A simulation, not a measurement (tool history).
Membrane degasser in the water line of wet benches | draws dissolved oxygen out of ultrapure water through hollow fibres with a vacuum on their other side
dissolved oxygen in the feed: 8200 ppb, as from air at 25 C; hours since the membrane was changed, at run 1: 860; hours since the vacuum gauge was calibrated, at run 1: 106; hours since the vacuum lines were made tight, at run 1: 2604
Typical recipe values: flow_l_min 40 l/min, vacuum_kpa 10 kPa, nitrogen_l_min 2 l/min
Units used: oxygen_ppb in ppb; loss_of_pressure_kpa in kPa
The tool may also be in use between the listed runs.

| run | hour | flow_l_min | vacuum_kpa | nitrogen_l_min | hours since the membrane was changed | hours since the vacuum gauge was calibrated | hours since the vacuum lines were made tight | oxygen_ppb | loss_of_pressure_kpa |
|---|---|---|---|---|---|---|---|---|---|
| 1 | 0 | 40 | 10 | 2 | 860 | 106 | 2604 | 427.1 | 57.84 |
| 2 | 25.8 | 40 | 10 | 2 | 886 | 132 | 2629 | 431 | 58.32 |
| 3 | 58 | 40 | 10 | 2 | 918 | 164 | 2661 | 428.2 | 58.06 |
| 4 | 106.1 | 40 | 10 | 2 | 966 | 212 | 2710 | 424.5 | 57.98 |
| 5 | 145 | 36 | 10 | 2 | 1005 | 251 | 2748 | 372.6 | 52.07 |
| 6 | 191.1 | 40 | 10 | 1.45 | 1051 | 297 | 2795 | 519 | 58.06 |
| 7 | 229.5 | 40 | 10 | 1.45 | 1090 | 335 | 2833 | 510.8 | 58.4 |
| 8 | 250.1 | 40 | 10 | 1.45 | 1110 | 356 | 2854 | 523.7 | 57.52 |
| 9 | 280.4 | 40 | 10 | 1.45 | 1141 | 386 | 2884 | 517.7 | 57.76 |
|  | 284.3 | vacuum gauge calibrated |
| 10 | 305.7 | 40 | 10 | 1.45 | 1165 | 21 | 2909 | 516.1 | 58.52 |
| 11 | 341.8 | 40 | 10 | 1.45 | 1202 | 58 | 2945 | 520.5 | 58.12 |
| 12 | 375.3 | 40 | 10 | 1.12 | 1235 | 91 | 2978 | 602.4 | 58.81 |
| 13 | 399.6 | 40 | 10 | 2 | 1259 | 115 | 3003 | 428.8 | 58.14 |
| 14 | 437.4 | 40 | 10 | 2 | 1297 | 153 | 3040 | 427.9 | 58.23 |
| 15 | 461.5 | 40 | 10 | 1.06 | 1321 | 177 | 3065 | 639.9 | 58.46 |
| 16 | 499.5 | 40 | 10 | 1.06 | 1359 | 215 | 3102 | 624.1 | 58.11 |
|  | 508 | vacuum gauge calibrated, once more |
| 17 | 536.4 | 40 | 6.9 | 1.26 | 1396 | 28 | 3139 | 371.6 | 58.14 |
| 18 | 579.4 | 36 | 7.4 | 3.21 | 1439 | 71 | 3182 | 219.3 | 52.18 |
| 19 | 624.1 | 36 | 7.4 | 3.21 | 1483 | 116 | 3227 | 220.6 | 52.56 |
| 20 | 653.1 | 25 | 16.5 | 5.68 | 1512 | 145 | 3256 | 187.7 | 36.41 |
| 21 | 695 | 25 | 16.5 | 5.68 | 1554 | 187 | 3297 | 191.2 | 36.61 |
| 22 | 738.4 | 25 | 6.1 | 3.77 | 1598 | 230 | 3341 | 94.8 | 36.41 |
| 23 | 782.8 | 25 | 19.2 | 1.06 | 1642 | 275 | 3385 | 806.1 | 36.34 |
| 24 | 806.8 | 33 | 10 | 5.1 | 1666 | 299 | 3409 | 197.1 | 48.31 |
| 25 | 841 | 33 | 10 | 5.1 | 1700 | 333 | 3444 | 195.9 | 47.77 |
| 26 | 860.7 | 42 | 10.8 | 2.19 | 1720 | 353 | 3463 | 459.9 | 61.12 |
| 27 | 880.6 | 29 | 10 | 3.04 | 1740 | 373 | 3483 | 218.8 | 42.19 |
| 28 | 918.1 | 27 | 6.8 | 2.47 | 1777 | 410 | 3521 | 150.9 | 39.83 |
| 29 | 959.8 | 40 | 7.2 | 1.04 | 1819 | 452 | 3562 | 427.5 | 58.3 |
| 30 | 986.9 | 29 | 14.7 | 1.67 | 1846 | 479 | 3589 | 497.4 | 42.34 |

Here are 3 independent what-if runs from the current tool condition. What would each one return?
| A | 1024.7 | 35 | 14.7 | 1.67 | 1884 | 517 | 3627 | ? | ? |
| B | 1024.7 | 62 | 9.3 | 1.67 | 1884 | 517 | 3627 | ? | ? |
| C | 1024.7 | 40 | 22.3 | 4.29 | 1884 | 517 | 3627 | ? | ? |

| run | oxygen_ppb | loss_of_pressure_kpa |
|---|---|---|
| A | 602.4 | 51.07 |
| B | 730.6 | 89.96 |
| C | 534.3 | 58.51 |
What these runs would have given with no unlogged condition in the tool:
| run | oxygen_ppb | loss_of_pressure_kpa |
|---|---|---|
| A | 598.1 | 50.65 |
| B | 723 | 89.22 |
| C | 528.9 | 58.03 |
